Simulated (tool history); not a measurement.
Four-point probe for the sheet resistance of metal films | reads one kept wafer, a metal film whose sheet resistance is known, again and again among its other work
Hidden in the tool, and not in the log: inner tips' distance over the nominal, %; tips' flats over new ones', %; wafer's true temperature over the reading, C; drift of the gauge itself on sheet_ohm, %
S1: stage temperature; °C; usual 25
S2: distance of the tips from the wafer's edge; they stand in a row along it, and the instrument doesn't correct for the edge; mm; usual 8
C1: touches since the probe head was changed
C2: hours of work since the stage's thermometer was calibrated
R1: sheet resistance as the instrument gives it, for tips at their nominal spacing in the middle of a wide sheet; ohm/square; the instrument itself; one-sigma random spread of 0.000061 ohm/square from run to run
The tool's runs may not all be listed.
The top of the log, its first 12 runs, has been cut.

run	hour	S1	S2	C1	C2	R1
13	788.5	25	8	63306	65	0.303998
14	856.4	26	8	66534	107	0.303557
15	944.8	28	8	70744	162	0.302831
16	1007.5	28	8	73729	201	0.302871
# hour 1012.6: stage's thermometer calibrated, once more
17	1090.9	23	8	77672	49	0.304532
18	1161.2	25	46	81019	93	0.302913
19	1244.3	25	46	84971	144	0.302803
20	1291.3	25	46	87211	173	0.302667
21	1340.9	28	18	89568	204	0.301949
22	1425.9	28	13	93617	257	0.302240
23	1466.9	21	21	95567	283	0.303986
24	1527.5	29	4	98449	320	0.305336
25	1594.5	24	49	101638	362	0.302790
26	1669.8	24	49	105222	409	0.302545
27	1740.1	24	49	108567	453	0.302541
28	1814.9	24	49	112127	499	0.302447
29	1877.5	27	12	115105	538	0.301966

Run 30 has not been measured yet. What should we expect?
30	1942.1	27	14	118182	579	?

{"run 30": {"R1": 0.301789}}
Minus the tool's unlogged condition, the same run would have read R1 0.302759 ohm/square.
